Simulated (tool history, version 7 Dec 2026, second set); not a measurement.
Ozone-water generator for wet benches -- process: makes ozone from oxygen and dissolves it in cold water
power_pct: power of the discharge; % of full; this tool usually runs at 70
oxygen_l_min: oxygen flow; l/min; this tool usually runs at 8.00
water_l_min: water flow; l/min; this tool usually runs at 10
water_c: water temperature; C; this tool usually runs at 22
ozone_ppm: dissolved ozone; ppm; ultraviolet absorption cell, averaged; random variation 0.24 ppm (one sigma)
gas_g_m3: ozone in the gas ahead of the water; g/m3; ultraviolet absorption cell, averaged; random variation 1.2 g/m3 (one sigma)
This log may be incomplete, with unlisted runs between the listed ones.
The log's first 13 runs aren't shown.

run    hour  power_pct  oxygen_l_min  water_l_min  water_c  ozone_ppm  gas_g_m3
 14  1681.7         70          5.45           10       15       36.1     228.3
 15  1828.6         70          5.45           10       15       35.7     228.4
 16  1981.9         70          5.45           10       15       35.8     226.5
     2050.7  -- water thermometer calibrated
 17  2112.3         70          5.45           10       15       35.4     226.6
 18  2201.8         70          4.04           10       21       31.6     254.7
 19  2322.3         70          4.04           10       21       31.7     254.2
 20  2422.2         70          8.00           10       14       35.4     190.3
 21  2534.1         61         11.81           14       28       17.5     144.7
 22  2632.0         61         11.81           14       28       17.2     146.6
 23  2770.4         70          8.00           13       22       24.6     187.8
     2799.6  -- contactor cleaned
 24  2941.8         70          8.00           13       18       28.0     190.1
 25  3036.1         56          4.75           13       21       22.0     197.7
 26  3111.3         98          8.23           10       27       33.9     243.2
 27  3247.4         98          8.23           10       27       33.7     238.4
 28  3368.4         42          8.23           10       27       17.4     125.3
 29  3488.4         84          9.50           10       22       32.4     198.9
 30  3565.3         84          9.50           10       22       32.1     199.9
 31  3674.9         70         12.82            7       26       27.3     152.7
 32  3766.8         70         12.82            7       26       27.4     151.9

What if the next run were any one of these 5? Each begins from the tool's condition after run 32:
  A  3839.4         44          8.37           12       22          ?         ?
  B  3839.4         70          8.00           10       21          ?         ?
  C  3839.4         70         11.05           10       26          ?         ?
  D  3839.4         70          8.00           14       22          ?         ?
  E  3839.4         61          8.00           15       22          ?         ?

run  ozone_ppm  gas_g_m3
  A       18.3     126.0
  B       29.3     184.5
  C       24.7     162.0
  D       23.5     184.6
  E       20.2     165.1
With no hidden state in the tool, these same runs would have given:
run  ozone_ppm  gas_g_m3
  A       20.9     142.2
  B       36.1     224.8
  C       30.5     197.4
  D       29.0     225.2
  E       24.4     196.5

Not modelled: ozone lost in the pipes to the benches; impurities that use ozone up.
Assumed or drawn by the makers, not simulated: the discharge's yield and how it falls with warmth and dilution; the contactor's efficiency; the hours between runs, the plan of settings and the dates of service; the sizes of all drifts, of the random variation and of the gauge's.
